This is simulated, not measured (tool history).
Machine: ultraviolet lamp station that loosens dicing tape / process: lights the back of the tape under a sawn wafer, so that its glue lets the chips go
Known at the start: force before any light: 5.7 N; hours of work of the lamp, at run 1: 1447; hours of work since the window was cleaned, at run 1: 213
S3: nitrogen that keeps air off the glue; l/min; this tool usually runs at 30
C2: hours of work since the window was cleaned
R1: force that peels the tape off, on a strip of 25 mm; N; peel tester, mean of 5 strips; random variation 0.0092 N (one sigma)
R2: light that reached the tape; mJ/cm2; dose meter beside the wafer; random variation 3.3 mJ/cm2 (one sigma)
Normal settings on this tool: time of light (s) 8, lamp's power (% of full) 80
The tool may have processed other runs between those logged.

{"run": 1, "hour": 0.0, "time of light (s)": 8, "lamp's power (% of full)": 80, "S3": 30, "hours of work of the lamp": 1447, "C2": 213, "R1": 0.387, "R2": 519}
{"hour": 62.7, "done": "window cleaned of glue's vapour"}
{"run": 2, "hour": 63.0, "time of light (s)": 8, "lamp's power (% of full)": 62, "S3": 30, "hours of work of the lamp": 1479, "C2": 0, "R1": 0.574, "R2": 403}
{"run": 3, "hour": 127.3, "time of light (s)": 8, "lamp's power (% of full)": 80, "S3": 30, "hours of work of the lamp": 1511, "C2": 33, "R1": 0.381, "R2": 513}
{"run": 4, "hour": 176.4, "time of light (s)": 8, "lamp's power (% of full)": 80, "S3": 30, "hours of work of the lamp": 1536, "C2": 57, "R1": 0.387, "R2": 515}
{"run": 5, "hour": 246.7, "time of light (s)": 6, "lamp's power (% of full)": 80, "S3": 30, "hours of work of the lamp": 1571, "C2": 93, "R1": 0.602, "R2": 389}
{"run": 6, "hour": 344.3, "time of light (s)": 6, "lamp's power (% of full)": 80, "S3": 30, "hours of work of the lamp": 1620, "C2": 142, "R1": 0.612, "R2": 393}
{"run": 7, "hour": 443.4, "time of light (s)": 10, "lamp's power (% of full)": 86, "S3": 44, "hours of work of the lamp": 1670, "C2": 192, "R1": 0.266, "R2": 694}
{"run": 8, "hour": 487.8, "time of light (s)": 6, "lamp's power (% of full)": 88, "S3": 23, "hours of work of the lamp": 1693, "C2": 214, "R1": 0.589, "R2": 429}
{"run": 9, "hour": 536.4, "time of light (s)": 6, "lamp's power (% of full)": 88, "S3": 23, "hours of work of the lamp": 1717, "C2": 239, "R1": 0.587, "R2": 428}
{"hour": 545.8, "done": "lamp changed"}
{"hour": 546.3, "done": "window cleaned of glue's vapour"}
{"run": 10, "hour": 614.8, "time of light (s)": 6, "lamp's power (% of full)": 88, "S3": 23, "hours of work of the lamp": 35, "C2": 35, "R1": 0.588, "R2": 426}
{"run": 11, "hour": 661.5, "time of light (s)": 6, "lamp's power (% of full)": 88, "S3": 23, "hours of work of the lamp": 58, "C2": 58, "R1": 0.592, "R2": 426}

What will run 12 give?
{"run": 12, "hour": 732.6, "time of light (s)": 6, "lamp's power (% of full)": 88, "S3": 23, "hours of work of the lamp": 94, "C2": 94, "R1": "?", "R2": "?"}

{"run 12": {"R1": 0.583, "R2": 426}}
Take away the tool's hidden state, keep the run-to-run variation as it was, and the same run would have given R1 0.583 N, R2 426 mJ/cm2.
